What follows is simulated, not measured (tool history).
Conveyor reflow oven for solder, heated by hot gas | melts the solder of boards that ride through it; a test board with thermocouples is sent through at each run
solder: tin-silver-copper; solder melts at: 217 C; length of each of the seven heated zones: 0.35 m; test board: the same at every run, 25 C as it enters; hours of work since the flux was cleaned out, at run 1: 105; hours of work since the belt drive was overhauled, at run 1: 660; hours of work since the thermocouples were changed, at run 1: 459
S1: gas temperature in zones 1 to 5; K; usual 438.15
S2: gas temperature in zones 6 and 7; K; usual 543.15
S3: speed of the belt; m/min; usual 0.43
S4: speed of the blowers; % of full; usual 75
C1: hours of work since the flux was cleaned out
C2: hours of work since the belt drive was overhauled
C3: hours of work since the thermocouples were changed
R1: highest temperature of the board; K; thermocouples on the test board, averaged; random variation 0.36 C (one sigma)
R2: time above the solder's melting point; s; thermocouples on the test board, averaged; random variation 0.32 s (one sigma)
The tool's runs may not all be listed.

Run 1, hour 0: usual settings; C1 105; C2 660; C3 459. Result: R1 529.35 K, R2 75.5 s.
Run 2, hour 15.4: usual settings; C1 116; C2 671; C3 470. Result: R1 529.45 K, R2 75.4 s.
Run 3, hour 31.7: usual settings; C1 128; C2 683; C3 482. Result: R1 528.45 K, R2 75.1 s.
Run 4, hour 57.9: usual settings; C1 147; C2 701; C3 500. Result: R1 529.45 K, R2 74.6 s.
At hour 74.3: flux residue cleaned out of gas plates and filters.
Run 5, hour 89.1: usual settings but S3 0.41 m/min; C1 11; C2 720; C3 519. Result: R1 531.15 K, R2 81.2 s.
Run 6, hour 102.9: usual settings but S3 0.41 m/min; C1 21; C2 730; C3 529. Result: R1 530.85 K, R2 81.1 s.
Run 7, hour 130.9: usual settings but S3 0.41 m/min; C1 41; C2 751; C3 550. Result: R1 530.95 K, R2 81.1 s.
At hour 151.7: belt drive overhauled, speed set with a stopwatch.
Run 8, hour 158.3: usual settings but S3 0.41 m/min; C1 58; C2 5; C3 566. Result: R1 530.65 K, R2 79.4 s.
Run 9, hour 185.4: usual settings but S3 0.41 m/min; C1 77; C2 24; C3 586. Result: R1 530.35 K, R2 79.7 s.
Run 10, hour 209.3: usual settings but S4 87 % of full; C1 94; C2 42; C3 603. Result: R1 531.15 K, R2 76.1 s.
Run 11, hour 234.2: usual settings but S2 546.15 K, S4 87 % of full; C1 112; C2 60; C3 621. Result: R1 534.25 K, R2 77.7 s.
Run 12, hour 257: usual settings but S2 546.15 K, S4 87 % of full; C1 129; C2 76; C3 638. Result: R1 533.65 K, R2 78.3 s.
Run 13, hour 271: usual settings but S2 546.15 K, S3 0.437 m/min, S4 87 % of full; C1 139; C2 86; C3 648. Result: R1 533.55 K, R2 76.6 s.
Run 14, hour 284.6: usual settings but S1 430.15 K; C1 149; C2 96; C3 657. Result: R1 528.05 K, R2 69.4 s.
At hour 297.7: flux residue cleaned out of gas plates and filters.
Run 15, hour 315.1: usual settings but S4 57 % of full; C1 13; C2 114; C3 676. Result: R1 524.25 K, R2 68.5 s.
Run 16, hour 343.6: usual settings but S4 57 % of full; C1 33; C2 135; C3 696. Result: R1 524.15 K, R2 68.4 s.
Run 17, hour 359.4: usual settings but S2 545.15 K, S4 73 % of full; C1 44; C2 146; C3 708. Result: R1 530.55 K, R2 74.9 s.
Run 18, hour 375.6: usual settings but S2 545.15 K, S4 73 % of full; C1 56; C2 158; C3 720. Result: R1 530.35 K, R2 74.9 s.
Run 19, hour 404.2: usual settings but S1 441.15 K, S2 546.15 K; C1 77; C2 179; C3 740. Result: R1 531.55 K, R2 77.6 s.
Run 20, hour 430.6: usual settings but S2 556.15 K; C1 96; C2 198; C3 759. Result: R1 540.85 K, R2 81.9 s.
Run 21, hour 453.6: usual settings but S2 556.15 K, S3 0.505 m/min; C1 112; C2 214; C3 776. Result: R1 534.55 K, R2 65.5 s.
Run 22, hour 481.7: usual settings but S1 445.15 K, S2 536.15 K; C1 133; C2 234; C3 796. Result: R1 522.45 K, R2 71.8 s.
Run 23, hour 500.1: usual settings but S1 427.15 K, S2 554.15 K, S4 53 % of full; C1 146; C2 248; C3 809. Result: R1 529.55 K, R2 68 s.
At hour 518: flux residue cleaned out of gas plates and filters.
Run 24, hour 530.9: usual settings but S1 436.15 K, S3 0.513 m/min, S4 84 % of full; C1 9; C2 266; C3 828. Result: R1 526.45 K, R2 58.8 s.
Run 25, hour 548.3: usual settings but S1 436.15 K, S3 0.513 m/min, S4 84 % of full; C1 22; C2 279; C3 840. Result: R1 526.45 K, R2 58.8 s.
Run 26, hour 573.7: usual settings but S4 67 % of full; C1 40; C2 297; C3 859. Result: R1 527.35 K, R2 72.5 s.
Run 27, hour 590: usual settings but S4 67 % of full; C1 52; C2 309; C3 870. Result: R1 527.25 K, R2 72.1 s.
Run 28, hour 612: usual settings but S3 0.385 m/min; C1 68; C2 325; C3 886. Result: R1 531.75 K, R2 86.5 s.
Run 29, hour 632.4: usual settings but S1 432.15 K, S3 0.468 m/min, S4 89 % of full; C1 83; C2 339; C3 901. Result: R1 528.55 K, R2 66.4 s.
Run 30, hour 661.5: usual settings but S1 434.15 K, S4 73 % of full; C1 104; C2 360; C3 922. Result: R1 527.15 K, R2 71.6 s.
Run 31, hour 675.8: usual settings but S1 434.15 K, S2 533.15 K, S4 73 % of full; C1 114; C2 371; C3 932. Result: R1 517.95 K, R2 62.6 s.

The same runs without the tool's hidden state, with the same run-to-run variation:
The hidden state here: heat that the gas passes to the board, % of a clean oven's; belt's true speed, % of the reading; true gas temperature in zones 6 and 7 over the reading, C; drift of the gauge itself on peak_c, C; drift of the gauge itself on liquid_s, %.
run      R1    R2
  1  531.35  76.5
  2  531.65  76.4
  3  530.75  76.3
  4  532.05    76
  5  532.55  81.2
  6  532.35  81.2
  7  532.65  81.4
  8  532.95  81.4
  9  532.75  81.9
 10  533.85  78.3
 11  537.25  79.9
 12  536.85  80.7
 13  536.85  79.1
 14  531.55  72.7
 15  526.25  70.3
 16  526.45  70.4
 17  533.05  76.7
 18  532.95  76.8
 19  534.45  79.6
 20  543.95  83.7
 21  538.05  67.6
 22  525.75  74.8
 23  533.05  70.9
 24  528.75  60.1
 25  528.95  60.2
 26  529.95  74.3
 27  529.95    74
 28  534.75  88.3
 29  531.75  68.5
 30  530.45  74.1
 31  521.35    66
